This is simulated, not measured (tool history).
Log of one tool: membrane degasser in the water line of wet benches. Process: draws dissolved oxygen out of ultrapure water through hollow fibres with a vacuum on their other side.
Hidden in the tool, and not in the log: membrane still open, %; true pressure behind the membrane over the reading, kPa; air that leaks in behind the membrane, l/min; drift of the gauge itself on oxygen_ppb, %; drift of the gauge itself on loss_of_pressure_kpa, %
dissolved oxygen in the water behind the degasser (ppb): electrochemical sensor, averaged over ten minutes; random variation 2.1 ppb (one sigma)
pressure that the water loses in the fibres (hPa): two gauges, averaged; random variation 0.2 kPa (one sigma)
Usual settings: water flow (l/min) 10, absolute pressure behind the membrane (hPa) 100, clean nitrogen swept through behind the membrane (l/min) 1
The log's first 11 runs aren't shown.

run    hour  water flow (l/min)  absolute pressure behind the membrane (hPa)  clean nitrogen swept through behind the membrane (l/min)  hours since the membrane was changed  hours since the vacuum gauge was calibrated  hours since the vacuum lines were made tight  dissolved oxygen in the water behind the degasser (ppb)  pressure that the water loses in the fibres (hPa)
 12   888.2                   7                                          100                                                         1                                   907                                         4777                                          8611                                                    137.9                                              321.3
 13   954.4                   7                                          100                                                         1                                   974                                         4843                                          8677                                                    136.8                                              316.5
 14  1006.3                   7                                          100                                                         1                                  1026                                         4895                                          8729                                                    139.1                                              318.4
 15  1069.4                   6                                          100                                                         1                                  1089                                         4958                                          8792                                                    117.6                                              272.7
 16  1163.5                   6                                          100                                                         1                                  1183                                         5052                                          8887                                                    120.1                                              270.2
       1262  -- gauge calibrated
 17  1262.4                  11                                           67                                                      2.75                                  1282                                         5151                                          8985                                                     91.6                                                514
 18  1314.7                  12                                          248                                                      0.46                                  1334                                         5204                                          9038                                                   1144.8                                              556.2
 19  1364.2                  12                                          248                                                      0.46                                  1383                                         5253                                          9087                                                   1131.3                                              555.5
 20  1466.5                   9                                          248                                                      0.46                                  1486                                         5355                                          9190                                                    885.9                                              412.9
 21    1536                   9                                          248                                                      0.46                                  1555                                         5425                                          9259                                                    893.1                                              415.6
 22  1591.3                  13                                           79                                                      1.51                                  1611                                         5480                                          9314                                                      171                                                596
 23  1678.7                  10                                          218                                                         1                                  1698                                         5567                                          9402                                                    468.6                                              461.3

Forecast run 24:
 24  1778.2                  10                                          218                                                         1                                  1797                                         5667                                          9501                                                        ?                                                  ?

dissolved oxygen in the water behind the degasser (ppb): 462.2
pressure that the water loses in the fibres (hPa): 457.3
Without the tool's hidden state the same run would have given dissolved oxygen in the water behind the degasser (ppb) 461.8, pressure that the water loses in the fibres (hPa) 462.

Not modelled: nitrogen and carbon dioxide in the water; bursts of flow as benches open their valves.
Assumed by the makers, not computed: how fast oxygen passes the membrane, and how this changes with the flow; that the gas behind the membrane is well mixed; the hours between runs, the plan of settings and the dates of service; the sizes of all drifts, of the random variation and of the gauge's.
